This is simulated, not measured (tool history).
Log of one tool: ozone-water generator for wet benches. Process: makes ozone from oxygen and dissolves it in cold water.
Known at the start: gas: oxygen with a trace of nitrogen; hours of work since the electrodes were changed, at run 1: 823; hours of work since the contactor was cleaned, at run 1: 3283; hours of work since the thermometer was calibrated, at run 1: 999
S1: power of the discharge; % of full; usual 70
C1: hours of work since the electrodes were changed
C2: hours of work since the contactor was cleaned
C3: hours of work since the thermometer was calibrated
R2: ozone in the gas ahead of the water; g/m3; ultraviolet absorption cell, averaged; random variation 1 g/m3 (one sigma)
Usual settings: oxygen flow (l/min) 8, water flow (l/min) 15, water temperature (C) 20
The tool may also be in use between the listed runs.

{"run": 1, "hour": 0.0, "S1": 70, "oxygen flow (l/min)": 8, "water flow (l/min)": 15, "water temperature (C)": 20, "C1": 823, "C2": 3283, "C3": 999, "dissolved ozone (ppm)": 28.2, "R2": 176.3}
{"run": 2, "hour": 124.8, "S1": 70, "oxygen flow (l/min)": 8, "water flow (l/min)": 15, "water temperature (C)": 20, "C1": 898, "C2": 3358, "C3": 1074, "dissolved ozone (ppm)": 28.2, "R2": 176.5}
{"run": 3, "hour": 311.4, "S1": 70, "oxygen flow (l/min)": 8, "water flow (l/min)": 15, "water temperature (C)": 27, "C1": 1011, "C2": 3470, "C3": 1187, "dissolved ozone (ppm)": 23.9, "R2": 176.2}
{"run": 4, "hour": 425.5, "S1": 52, "oxygen flow (l/min)": 8, "water flow (l/min)": 15, "water temperature (C)": 20, "C1": 1080, "C2": 3539, "C3": 1255, "dissolved ozone (ppm)": 23, "R2": 146.6}
{"run": 5, "hour": 547.7, "S1": 52, "oxygen flow (l/min)": 8, "water flow (l/min)": 15, "water temperature (C)": 20, "C1": 1153, "C2": 3613, "C3": 1329, "dissolved ozone (ppm)": 23.1, "R2": 145.4}
{"run": 6, "hour": 702.3, "S1": 70, "oxygen flow (l/min)": 8, "water flow (l/min)": 13, "water temperature (C)": 20, "C1": 1247, "C2": 3706, "C3": 1422, "dissolved ozone (ppm)": 30.2, "R2": 175.3}
{"run": 7, "hour": 833.6, "S1": 55, "oxygen flow (l/min)": 12.65, "water flow (l/min)": 13, "water temperature (C)": 20, "C1": 1326, "C2": 3785, "C3": 1501, "dissolved ozone (ppm)": 25.3, "R2": 129.6}
{"run": 8, "hour": 1013.1, "S1": 70, "oxygen flow (l/min)": 9.42, "water flow (l/min)": 15, "water temperature (C)": 20, "C1": 1434, "C2": 3894, "C3": 1610, "dissolved ozone (ppm)": 27.5, "R2": 162.9}
{"run": 9, "hour": 1124.1, "S1": 86, "oxygen flow (l/min)": 7.49, "water flow (l/min)": 11, "water temperature (C)": 16, "C1": 1501, "C2": 3961, "C3": 1677, "dissolved ozone (ppm)": 40.3, "R2": 201.3}
{"hour": 1211.9, "done": "contactor cleaned"}
{"run": 10, "hour": 1305.4, "S1": 66, "oxygen flow (l/min)": 6.86, "water flow (l/min)": 10, "water temperature (C)": 23, "C1": 1608, "C2": 56, "C3": 1784, "dissolved ozone (ppm)": 31.8, "R2": 176.8}
{"run": 11, "hour": 1464.5, "S1": 84, "oxygen flow (l/min)": 6.86, "water flow (l/min)": 10, "water temperature (C)": 23, "C1": 1704, "C2": 152, "C3": 1880, "dissolved ozone (ppm)": 36.6, "R2": 203.7}

Hidden state or all else? Some run-to-run changes of dissolved ozone (ppm), split into what the settings, what came in and random variation would give without the hidden state, and what is left for the hidden state (with any gauge scatter that isn't in both results):
The hidden state here: yield of the discharge, % of new electrodes'; contactor's efficiency, % of a clean one's; true water temperature over the reading, C; drift of the gauge itself on ozone_ppm, %; drift of the gauge itself on gas_g_m3, %.
Run 8 -> 9: S1 70 -> 86, oxygen flow (l/min) 9.42 -> 7.49, water flow (l/min) 15 -> 11, water temperature (C) 20 -> 16. dissolved ozone (ppm) +12.8: hidden state -0.8, all else +13.6.
Run 9 -> 10: S1 86 -> 66, oxygen flow (l/min) 7.49 -> 6.86, water flow (l/min) 11 -> 10, water temperature (C) 16 -> 23, contactor cleaned. dissolved ozone (ppm) -8.5: hidden state +1.4, all else -9.9.
